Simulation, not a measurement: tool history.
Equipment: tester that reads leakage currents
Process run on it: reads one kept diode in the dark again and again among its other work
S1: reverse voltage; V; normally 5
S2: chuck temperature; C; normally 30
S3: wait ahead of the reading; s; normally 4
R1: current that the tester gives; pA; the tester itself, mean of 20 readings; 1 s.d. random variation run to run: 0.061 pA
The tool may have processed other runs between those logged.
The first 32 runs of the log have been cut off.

Run 33, hour 1621.4: usual settings but S1 11.08 V, S2 32 C. Result: R1 30.67 pA.
Run 34, hour 1677.4: usual settings but S1 11.08 V, S2 32 C. Result: R1 30.91 pA.
Run 35, hour 1724.4: usual settings but S1 1.65 V. Result: R1 9.44 pA.
Run 36, hour 1781.7: usual settings but S1 7.06 V, S2 52 C, S3 8.21 s. Result: R1 67.85 pA.
Run 37, hour 1810.5: usual settings but S1 4.73 V, S2 24 C, S3 0.31 s. Result: R1 15.47 pA.
Run 38, hour 1871.2: usual settings but S1 1.19 V, S2 35 C, S3 3.72 s. Result: R1 11.07 pA.
Run 39, hour 1912.1: usual settings but S3 3.25 s. Result: R1 17.64 pA.
Run 40, hour 1950.3: usual settings but S1 15.01 V, S2 25 C, S3 8.64 s. Result: R1 29.85 pA.
Run 41, hour 1996.9: usual settings but S1 2.27 V, S2 21 C, S3 1.65 s. Result: R1 7.24 pA.

Alternative continuations, all from the tool just after run 41; predict every row:
Run A, hour 2040.8: usual settings but S1 14.71 V, S2 34 C, S3 1.65 s. Result: R1 ?.
Run B, hour 2040.8: usual settings but S1 1.06 V, S2 23 C, S3 0.74 s. Result: R1 ?.
Run C, hour 2040.8: usual settings but S1 2.27 V, S2 22 C, S3 1.35 s. Result: R1 ?.

run     R1
  A  42.77
  B   5.35
  C   7.72
Take away the tool's hidden state, keep each run's random variation, and the runs would have read:
run     R1
  A  25.04
  B   3.97
  C   4.92
